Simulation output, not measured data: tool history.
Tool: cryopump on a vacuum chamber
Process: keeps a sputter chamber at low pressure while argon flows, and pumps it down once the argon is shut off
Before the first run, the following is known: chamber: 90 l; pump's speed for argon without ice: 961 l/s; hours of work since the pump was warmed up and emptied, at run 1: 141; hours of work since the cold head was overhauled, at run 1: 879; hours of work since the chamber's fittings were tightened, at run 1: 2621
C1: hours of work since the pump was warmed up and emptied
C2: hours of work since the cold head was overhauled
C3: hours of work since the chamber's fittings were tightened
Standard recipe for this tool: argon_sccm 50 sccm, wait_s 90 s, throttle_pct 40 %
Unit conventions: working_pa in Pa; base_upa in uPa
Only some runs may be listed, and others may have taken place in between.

Run 1, day 0: usual settings; C1 141; C2 879; C3 2621. Result: working_pa 0.2358 Pa, base_upa 5.53 uPa.
Run 2, day 1.225: usual settings; C1 162; C2 900; C3 2642. Result: working_pa 0.2364 Pa, base_upa 5.41 uPa.
Run 3, day 2.742: usual settings; C1 188; C2 927; C3 2668. Result: working_pa 0.2397 Pa, base_upa 5.76 uPa.
Run 4, day 3.746: usual settings; C1 206; C2 944; C3 2686. Result: working_pa 0.2409 Pa, base_upa 5.88 uPa.
Run 5, day 4.55: usual settings; C1 220; C2 958; C3 2700. Result: working_pa 0.2436 Pa, base_upa 5.91 uPa.
Run 6, day 5.858: usual settings; C1 242; C2 981; C3 2722. Result: working_pa 0.2465 Pa, base_upa 6.21 uPa.
Run 7, day 7.158: usual settings but throttle_pct 58 %; C1 265; C2 1003; C3 2745. Result: working_pa 0.1804 Pa, base_upa 6.34 uPa.
Run 8, day 8.717: usual settings; C1 292; C2 1030; C3 2772. Result: working_pa 0.2528 Pa, base_upa 6.48 uPa.
At day 9.492: leaking fittings of the chamber tightened, without venting.
Run 9, day 10.562: usual settings but argon_sccm 30 sccm; C1 322; C2 1061; C3 19. Result: working_pa 0.1541 Pa, base_upa 1.69 uPa.
Run 10, day 12.304: usual settings but argon_sccm 30 sccm; C1 353; C2 1091; C3 49. Result: working_pa 0.1564 Pa, base_upa 1.85 uPa.
At day 13.183: pump warmed up, emptied and cooled again.
Run 11, day 13.621: usual settings; C1 8; C2 1110; C3 68. Result: working_pa 0.2213 Pa, base_upa 1.58 uPa.
Run 12, day 14.708: usual settings; C1 26; C2 1129; C3 87. Result: working_pa 0.2234 Pa, base_upa 1.6 uPa.
Run 13, day 16.438: usual settings; C1 56; C2 1159; C3 117. Result: working_pa 0.2256 Pa, base_upa 1.72 uPa.
Run 14, day 18.179: usual settings but argon_sccm 81 sccm, wait_s 156 s; C1 87; C2 1190; C3 147. Result: working_pa 0.3719 Pa, base_upa 1.25 uPa.
Run 15, day 19.079: usual settings but argon_sccm 80 sccm, wait_s 40 s; C1 102; C2 1205; C3 163. Result: working_pa 0.3676 Pa, base_upa 3.19 uPa.
Run 16, day 20.017: usual settings but argon_sccm 31 sccm, wait_s 28 s, throttle_pct 29 %; C1 119; C2 1221; C3 179. Result: working_pa 0.1967 Pa, base_upa 4.32 uPa.
Run 17, day 21.754: usual settings but argon_sccm 51 sccm, wait_s 27 s, throttle_pct 29 %; C1 149; C2 1252; C3 209. Result: working_pa 0.3246 Pa, base_upa 4.56 uPa.
Run 18, day 22.812: usual settings but argon_sccm 24 sccm, wait_s 203 s, throttle_pct 24 %; C1 167; C2 1270; C3 228. Result: working_pa 0.1852 Pa, base_upa 1.3 uPa.
Run 19, day 24.162: usual settings but argon_sccm 24 sccm, wait_s 203 s, throttle_pct 24 %; C1 191; C2 1293; C3 251. Result: working_pa 0.1859 Pa, base_upa 1.45 uPa.
Run 20, day 25.092: usual settings but argon_sccm 88 sccm; C1 207; C2 1309; C3 267. Result: working_pa 0.4253 Pa, base_upa 2.09 uPa.
Run 21, day 25.938: usual settings but argon_sccm 32 sccm, throttle_pct 47 %; C1 221; C2 1324; C3 282. Result: working_pa 0.135 Pa, base_upa 2.06 uPa.
Run 22, day 27.812: usual settings but argon_sccm 91 sccm, wait_s 291 s; C1 254; C2 1357; C3 314. Result: working_pa 0.4522 Pa, base_upa 1.37 uPa.
Run 23, day 28.983: usual settings but argon_sccm 43 sccm, wait_s 291 s, throttle_pct 20 %; C1 274; C2 1377; C3 335. Result: working_pa 0.4072 Pa, base_upa 1.45 uPa.
Run 24, day 29.967: usual settings but argon_sccm 35 sccm, wait_s 283 s; C1 291; C2 1394; C3 352. Result: working_pa 0.1764 Pa, base_upa 1.48 uPa.
Run 25, day 31.821: usual settings but argon_sccm 35 sccm, wait_s 283 s; C1 323; C2 1426; C3 384. Result: working_pa 0.1817 Pa, base_upa 1.63 uPa.

Below are 3 alternative next runs, each starting from the tool's condition after run 25. Predict each:
Run A, day 33.104: usual settings but argon_sccm 40 sccm, throttle_pct 39 %; C1 346; C2 1449; C3 406. Result: working_pa ?, base_upa ?.
Run B, day 33.104: usual settings but argon_sccm 26 sccm, wait_s 106 s, throttle_pct 38 %; C1 346; C2 1449; C3 406. Result: working_pa ?, base_upa ?.
Run C, day 33.104: usual settings but argon_sccm 40 sccm, wait_s 24 s, throttle_pct 35 %; C1 346; C2 1449; C3 406. Result: working_pa ?, base_upa ?.

run  working_pa  base_upa
  A       0.214      2.42
  B      0.1439      2.25
  C      0.2353      5.63
The same runs, with their run-to-run variation unchanged, on a tool lacking any hidden condition would have given:
run  working_pa  base_upa
  A      0.1802      1.42
  B      0.1219      1.24
  C      0.2015      4.59
